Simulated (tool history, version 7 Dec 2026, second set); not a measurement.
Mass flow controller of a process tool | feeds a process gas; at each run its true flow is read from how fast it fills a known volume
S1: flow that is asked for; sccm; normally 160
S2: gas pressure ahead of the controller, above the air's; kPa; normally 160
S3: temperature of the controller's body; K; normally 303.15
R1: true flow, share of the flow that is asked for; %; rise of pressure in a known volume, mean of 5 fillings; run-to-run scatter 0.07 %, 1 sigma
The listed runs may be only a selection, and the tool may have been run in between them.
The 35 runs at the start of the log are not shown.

| run | hour | S1 | S2 | S3 | R1 |
|---|---|---|---|---|---|
| 36 | 2323.3 | 29 | 160 | 297.15 | 98.85 |
| 37 | 2360.5 | 50 | 160 | 307.15 | 98.26 |
| 38 | 2421.6 | 160 | 160 | 300.15 | 99.48 |
| 39 | 2481.5 | 141 | 233 | 309.15 | 98.74 |
| 40 | 2523.8 | 53 | 160 | 303.15 | 98.53 |
| 41 | 2598.8 | 95 | 268 | 303.15 | 98.98 |
| 42 | 2643.8 | 160 | 246 | 303.15 | 99.38 |
| 43 | 2730.1 | 160 | 207 | 303.15 | 99.33 |
| 44 | 2774.4 | 34 | 200 | 303.15 | 98.48 |
| 45 | 2815.6 | 84 | 155 | 294.15 | 99.35 |
| 46 | 2858.2 | 44 | 255 | 307.15 | 98.25 |
| 47 | 2936.1 | 44 | 255 | 307.15 | 98.40 |
| 48 | 3011.3 | 180 | 255 | 307.15 | 99.19 |

3 ways to go on from here, each from the tool as it stands after run 48. What would each give?
| A | 3092.3 | 180 | 233 | 307.15 | ? |
| B | 3092.3 | 180 | 193 | 302.15 | ? |
| C | 3092.3 | 180 | 239 | 296.15 | ? |

| run | R1 |
|---|---|
| A | 99.25 |
| B | 99.65 |
| C | 100.11 |
With no hidden state in the tool, these same runs would have given:
| run | R1 |
|---|---|
| A | 99.25 |
| B | 99.66 |
| C | 100.12 |

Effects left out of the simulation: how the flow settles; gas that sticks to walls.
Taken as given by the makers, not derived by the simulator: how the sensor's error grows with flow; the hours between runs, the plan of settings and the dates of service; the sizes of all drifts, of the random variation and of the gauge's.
